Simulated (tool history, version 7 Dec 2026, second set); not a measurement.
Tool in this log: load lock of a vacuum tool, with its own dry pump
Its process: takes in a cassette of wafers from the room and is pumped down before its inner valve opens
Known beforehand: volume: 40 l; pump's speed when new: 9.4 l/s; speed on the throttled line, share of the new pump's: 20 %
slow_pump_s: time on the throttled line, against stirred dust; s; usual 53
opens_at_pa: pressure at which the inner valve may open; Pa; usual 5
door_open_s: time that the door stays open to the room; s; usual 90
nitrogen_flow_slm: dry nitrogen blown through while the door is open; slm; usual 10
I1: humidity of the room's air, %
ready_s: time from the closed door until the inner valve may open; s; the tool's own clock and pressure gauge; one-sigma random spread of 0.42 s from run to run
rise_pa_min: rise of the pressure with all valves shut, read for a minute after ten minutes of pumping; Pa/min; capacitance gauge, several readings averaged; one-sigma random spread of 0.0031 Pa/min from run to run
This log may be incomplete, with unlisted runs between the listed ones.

Run 1, hour 0.0: usual settings; I1 46.3. Result: ready_s 86.7 s, rise_pa_min 0.287 Pa/min.
Run 2, hour 119.1: usual settings; I1 46.3. Result: ready_s 87.7 s, rise_pa_min 0.291 Pa/min.
Run 3, hour 215.4: usual settings; I1 46.0. Result: ready_s 87.9 s, rise_pa_min 0.296 Pa/min.
Run 4, hour 366.4: usual settings; I1 44.0. Result: ready_s 87.8 s, rise_pa_min 0.299 Pa/min.
Run 5, hour 471.3: usual settings; I1 46.0. Result: ready_s 87.3 s, rise_pa_min 0.305 Pa/min.
Run 6, hour 671.8: usual settings but nitrogen_flow_slm 4 slm; I1 47.5. Result: ready_s 87.2 s, rise_pa_min 0.334 Pa/min.
Run 7, hour 775.7: usual settings but slow_pump_s 106 s; I1 42.0. Result: ready_s 129.3 s, rise_pa_min 0.308 Pa/min.
Run 8, hour 891.2: usual settings; I1 45.7. Result: ready_s 87.3 s, rise_pa_min 0.317 Pa/min.
Run 9, hour 1088.8: usual settings but opens_at_pa 8 Pa; I1 45.0. Result: ready_s 85.4 s, rise_pa_min 0.082 Pa/min.
Run 10, hour 1263.3: usual settings but opens_at_pa 9 Pa; I1 46.8. Result: ready_s 85.2 s, rise_pa_min 0.087 Pa/min.
Run 11, hour 1357.7: usual settings but opens_at_pa 9 Pa; I1 45.7. Result: ready_s 84.3 s, rise_pa_min 0.088 Pa/min.
Run 12, hour 1442.4: usual settings but opens_at_pa 9 Pa; I1 44.5. Result: ready_s 84.5 s, rise_pa_min 0.089 Pa/min.
Run 13, hour 1564.9: usual settings but opens_at_pa 9 Pa; I1 46.4. Result: ready_s 84.5 s, rise_pa_min 0.090 Pa/min.
Run 14, hour 1685.9: usual settings; I1 43.0. Result: ready_s 86.7 s, rise_pa_min 0.086 Pa/min.
Run 15, hour 1852.1: usual settings but opens_at_pa 10 Pa; I1 40.4. Result: ready_s 83.8 s, rise_pa_min 0.084 Pa/min.
Run 16, hour 1990.0: usual settings but opens_at_pa 10 Pa; I1 43.6. Result: ready_s 84.5 s, rise_pa_min 0.085 Pa/min.
Run 17, hour 2151.0: usual settings but door_open_s 107 s; I1 47.7. Result: ready_s 87.9 s, rise_pa_min 0.111 Pa/min.
Run 18, hour 2238.7: usual settings; I1 44.9. Result: ready_s 88.1 s, rise_pa_min 0.094 Pa/min.
Run 19, hour 2350.4: usual settings; I1 46.3. Result: ready_s 88.1 s, rise_pa_min 0.098 Pa/min.
Run 20, hour 2550.6: usual settings; I1 44.6. Result: ready_s 87.6 s, rise_pa_min 0.091 Pa/min.
Run 21, hour 2723.2: usual settings but slow_pump_s 30 s, opens_at_pa 8 Pa; I1 46.2. Result: ready_s 67.4 s, rise_pa_min 0.100 Pa/min.
Run 22, hour 2902.6: usual settings but slow_pump_s 79 s, opens_at_pa 4 Pa, door_open_s 109 s; I1 42.6. Result: ready_s 109.4 s, rise_pa_min 0.105 Pa/min.
Run 23, hour 3100.6: usual settings but nitrogen_flow_slm 22 slm; I1 41.5. Result: ready_s 88.3 s, rise_pa_min 0.078 Pa/min.
Run 24, hour 3290.0: usual settings but slow_pump_s 88 s, opens_at_pa 8 Pa, door_open_s 231 s, nitrogen_flow_slm 22 slm; I1 45.9. Result: ready_s 113.5 s, rise_pa_min 0.139 Pa/min.
Run 25, hour 3483.9: usual settings but slow_pump_s 68 s, opens_at_pa 6 Pa, door_open_s 80 s, nitrogen_flow_slm 7 slm; I1 46.0. Result: ready_s 99.1 s, rise_pa_min 0.115 Pa/min.
Run 26, hour 3595.3: usual settings but nitrogen_flow_slm 43 slm; I1 47.7. Result: ready_s 88.2 s, rise_pa_min 0.082 Pa/min.
Run 27, hour 3691.2: usual settings but nitrogen_flow_slm 43 slm; I1 46.0. Result: ready_s 88.9 s, rise_pa_min 0.079 Pa/min.
Run 28, hour 3856.0: usual settings but slow_pump_s 45 s, opens_at_pa 8 Pa, door_open_s 148 s, nitrogen_flow_slm 8 slm; I1 45.2. Result: ready_s 79.6 s, rise_pa_min 0.148 Pa/min.
Run 29, hour 4033.3: usual settings but slow_pump_s 45 s, opens_at_pa 8 Pa, door_open_s 148 s, nitrogen_flow_slm 8 slm; I1 47.5. Result: ready_s 80.4 s, rise_pa_min 0.157 Pa/min.
Run 30, hour 4135.4: usual settings but slow_pump_s 69 s, door_open_s 191 s, nitrogen_flow_slm 22 slm; I1 46.9. Result: ready_s 101.2 s, rise_pa_min 0.142 Pa/min.
Run 31, hour 4227.7: usual settings but slow_pump_s 69 s, door_open_s 191 s, nitrogen_flow_slm 22 slm; I1 46.4. Result: ready_s 101.0 s, rise_pa_min 0.144 Pa/min.
Run 32, hour 4415.0: usual settings but door_open_s 125 s; I1 45.9. Result: ready_s 88.5 s, rise_pa_min 0.144 Pa/min.
Run 33, hour 4574.5: usual settings but slow_pump_s 58 s, opens_at_pa 4 Pa, door_open_s 67 s, nitrogen_flow_slm 9 slm; I1 43.2. Result: ready_s 94.7 s, rise_pa_min 0.113 Pa/min.
Run 34, hour 4681.8: usual settings but slow_pump_s 58 s, opens_at_pa 8 Pa, door_open_s 67 s, nitrogen_flow_slm 9 slm; I1 47.0. Result: ready_s 90.4 s, rise_pa_min 0.124 Pa/min.
Run 35, hour 4834.4: usual settings but door_open_s 149 s; I1 46.6. Result: ready_s 89.0 s, rise_pa_min 0.162 Pa/min.
Run 36, hour 5005.2: usual settings but opens_at_pa 4 Pa, door_open_s 56 s; I1 44.6. Result: ready_s 90.2 s, rise_pa_min 0.113 Pa/min.

Not shown: 1 entry that the log had between the listed runs. Between which runs, and how does the tool's hidden state differ before and after?
After run 8, before run 9: door's seal changed, seat wiped (hour 909.0)
  pump's speed, % of a new pump's: 93.1 -> 93; leak at the door's seal, Pa l/s: 0.16 -> 0.0037
  measured less the result without the state, ready_s: +2.5 -> +2.3 s; rise_pa_min: +0.238 -> +0.002 Pa/min
